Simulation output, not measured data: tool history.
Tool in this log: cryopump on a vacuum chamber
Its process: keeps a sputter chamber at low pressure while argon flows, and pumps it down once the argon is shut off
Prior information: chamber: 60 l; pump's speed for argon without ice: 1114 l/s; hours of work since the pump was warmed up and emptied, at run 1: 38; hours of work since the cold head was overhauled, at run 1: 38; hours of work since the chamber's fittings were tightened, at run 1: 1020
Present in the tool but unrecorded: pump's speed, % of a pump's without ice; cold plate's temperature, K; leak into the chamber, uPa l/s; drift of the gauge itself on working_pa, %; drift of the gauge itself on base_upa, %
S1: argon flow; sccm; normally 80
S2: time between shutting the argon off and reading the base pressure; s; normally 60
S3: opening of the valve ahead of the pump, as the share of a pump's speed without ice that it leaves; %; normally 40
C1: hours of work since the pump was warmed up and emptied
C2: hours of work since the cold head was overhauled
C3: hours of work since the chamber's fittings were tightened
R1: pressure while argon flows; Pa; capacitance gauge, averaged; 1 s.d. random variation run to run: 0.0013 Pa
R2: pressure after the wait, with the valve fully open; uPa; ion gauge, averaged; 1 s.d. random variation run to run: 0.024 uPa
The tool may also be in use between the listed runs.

Run 1, hour 0: usual settings; C1 38; C2 38; C3 1020. Result: R1 0.3063 Pa, R2 2.24 uPa.
Run 2, hour 41.5: usual settings; C1 56; C2 56; C3 1037. Result: R1 0.3059 Pa, R2 2.29 uPa.
Run 3, hour 103.1: usual settings; C1 81; C2 81; C3 1063. Result: R1 0.3084 Pa, R2 2.3 uPa.
Run 4, hour 133.6: usual settings; C1 94; C2 94; C3 1076. Result: R1 0.3087 Pa, R2 2.36 uPa.
Run 5, hour 164.4: usual settings; C1 107; C2 107; C3 1089. Result: R1 0.3094 Pa, R2 2.4 uPa.
Run 6, hour 200.4: usual settings; C1 122; C2 122; C3 1104. Result: R1 0.3055 Pa, R2 2.41 uPa.
Run 7, hour 259: usual settings; C1 147; C2 147; C3 1129. Result: R1 0.3086 Pa, R2 2.43 uPa.
Run 8, hour 290.2: usual settings but S3 25 %; C1 160; C2 160; C3 1142. Result: R1 0.4901 Pa, R2 2.46 uPa.
Run 9, hour 339.8: usual settings but S3 25 %; C1 181; C2 181; C3 1163. Result: R1 0.4895 Pa, R2 2.54 uPa.
Run 10, hour 388.5: usual settings but S1 128 sccm, S3 25 %; C1 201; C2 201; C3 1183. Result: R1 0.7932 Pa, R2 2.55 uPa.
Run 11, hour 426.9: usual settings but S2 51 s; C1 218; C2 218; C3 1199. Result: R1 0.3118 Pa, R2 2.67 uPa.
Run 12, hour 454.4: usual settings but S2 51 s; C1 229; C2 229; C3 1211. Result: R1 0.3095 Pa, R2 2.67 uPa.
Run 13, hour 514.2: usual settings; C1 254; C2 254; C3 1236. Result: R1 0.3135 Pa, R2 2.57 uPa.
Run 14, hour 578.2: usual settings; C1 281; C2 281; C3 1263. Result: R1 0.3129 Pa, R2 2.71 uPa.
Run 15, hour 611.8: usual settings; C1 295; C2 295; C3 1277. Result: R1 0.3131 Pa, R2 2.72 uPa.
Run 16, hour 678.9: usual settings; C1 324; C2 324; C3 1305. Result: R1 0.3169 Pa, R2 2.71 uPa.
Run 17, hour 707.7: usual settings but S3 53 %; C1 336; C2 336; C3 1317. Result: R1 0.2397 Pa, R2 2.77 uPa.
Run 18, hour 760.9: usual settings but S1 53 sccm; C1 358; C2 358; C3 1340. Result: R1 0.2108 Pa, R2 2.82 uPa.
Run 19, hour 801.9: usual settings but S2 32 s; C1 375; C2 375; C3 1357. Result: R1 0.3164 Pa, R2 3.45 uPa.
Run 20, hour 842.9: usual settings but S1 124 sccm, S2 35 s, S3 35 %; C1 392; C2 392; C3 1374. Result: R1 0.555 Pa, R2 3.28 uPa.
Run 21, hour 904.9: usual settings but S1 147 sccm, S2 38 s, S3 58 %; C1 419; C2 419; C3 1400. Result: R1 0.4108 Pa, R2 3.3 uPa.
Run 22, hour 949.6: usual settings but S1 45 sccm, S2 240 s; C1 437; C2 437; C3 1419. Result: R1 0.1796 Pa, R2 2.63 uPa.
Run 23, hour 1008.8: usual settings but S1 120 sccm, S2 92 s, S3 49 %; C1 462; C2 462; C3 1444. Result: R1 0.396 Pa, R2 2.76 uPa.
Run 24, hour 1053.3: usual settings but S1 95 sccm, S3 47 %; C1 481; C2 481; C3 1463. Result: R1 0.3255 Pa, R2 3.09 uPa.
Run 25, hour 1082.1: usual settings but S1 95 sccm, S3 47 %; C1 493; C2 493; C3 1475. Result: R1 0.3264 Pa, R2 3.09 uPa.
Run 26, hour 1120.5: usual settings but S1 139 sccm, S2 48 s, S3 46 %; C1 509; C2 509; C3 1491. Result: R1 0.4881 Pa, R2 3.33 uPa.
Run 27, hour 1180.7: usual settings but S2 65 s, S3 25 %; C1 535; C2 535; C3 1516. Result: R1 0.5031 Pa, R2 3.06 uPa.
Run 28, hour 1223.9: usual settings but S2 83 s; C1 553; C2 553; C3 1534. Result: R1 0.323 Pa, R2 2.97 uPa.
Run 29, hour 1284.6: usual settings but S2 83 s; C1 578; C2 578; C3 1560. Result: R1 0.3264 Pa, R2 3.13 uPa.
Run 30, hour 1345.1: usual settings but S2 83 s; C1 604; C2 604; C3 1585. Result: R1 0.3239 Pa, R2 3.13 uPa.
Run 31, hour 1388: usual settings but S1 90 sccm, S2 126 s; C1 622; C2 622; C3 1603. Result: R1 0.3652 Pa, R2 3.07 uPa.
Run 32, hour 1415.5: usual settings but S1 90 sccm, S2 126 s; C1 633; C2 633; C3 1615. Result: R1 0.3646 Pa, R2 3.15 uPa.
Run 33, hour 1450: usual settings but S1 75 sccm; C1 648; C2 648; C3 1629. Result: R1 0.3047 Pa, R2 3.43 uPa.
Run 34, hour 1500.7: usual settings but S1 46 sccm, S2 158 s, S3 45 %; C1 669; C2 669; C3 1651. Result: R1 0.1683 Pa, R2 3.13 uPa.
Run 35, hour 1540.7: usual settings but S1 46 sccm, S2 158 s, S3 45 %; C1 686; C2 686; C3 1668. Result: R1 0.1677 Pa, R2 3.12 uPa.

For some of the steps in R1 from one run to the next: how much would appear even if the tool had no hidden state, given the settings, what came in and random variation, and how much remains for the hidden state plus any gauge scatter that the measured result and the result without hidden state don't share?
Run 9 -> 10: S1 80 -> 128. R1 +0.3037 Pa: hidden state +0.0052, all else +0.2985.
Run 10 -> 11: S1 128 -> 80, S2 60 -> 51, S3 25 -> 40. R1 -0.4814 Pa: hidden state -0.0041, all else -0.4773.
Run 19 -> 20: S1 80 -> 124, S2 32 -> 35, S3 40 -> 35. R1 +0.2386 Pa: hidden state +0.0079, all else +0.2307.
Run 21 -> 22: S1 147 -> 45, S2 38 -> 240, S3 58 -> 40. R1 -0.2312 Pa: hidden state -0.0178, all else -0.2134.
Run 22 -> 23: S1 45 -> 120, S2 240 -> 92, S3 40 -> 49. R1 +0.2164 Pa: hidden state +0.0152, all else +0.2012.
Run 26 -> 27: S1 139 -> 80, S2 48 -> 65, S3 46 -> 25. R1 +0.015 Pa: hidden state -0.0119, all else +0.0269.
